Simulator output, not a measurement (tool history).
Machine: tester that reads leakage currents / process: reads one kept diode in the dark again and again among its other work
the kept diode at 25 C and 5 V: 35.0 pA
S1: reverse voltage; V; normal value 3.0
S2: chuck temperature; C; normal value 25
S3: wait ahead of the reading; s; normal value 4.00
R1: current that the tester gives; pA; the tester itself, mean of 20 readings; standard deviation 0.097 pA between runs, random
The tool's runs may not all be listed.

run,day,S1,S2,S3,R1
1,0.000,3.0,25,4.00,30.28
2,8.062,3.0,25,4.00,30.30
3,16.900,3.0,25,4.00,30.14
4,25.050,3.0,25,4.00,30.19
# day 33.754: chuck's temperature calibrated
5,33.858,3.0,25,4.00,32.16
6,43.242,6.3,25,4.00,50.04
7,49.712,6.3,25,4.00,50.20
8,58.971,3.0,25,7.04,32.09

The next listed run, before its measurement:
9,66.392,3.0,25,0.45,?

R1: 33.80 pA
With the hidden condition absent and the run-to-run variation left alone, this run would have shown R1 29.11 pA.

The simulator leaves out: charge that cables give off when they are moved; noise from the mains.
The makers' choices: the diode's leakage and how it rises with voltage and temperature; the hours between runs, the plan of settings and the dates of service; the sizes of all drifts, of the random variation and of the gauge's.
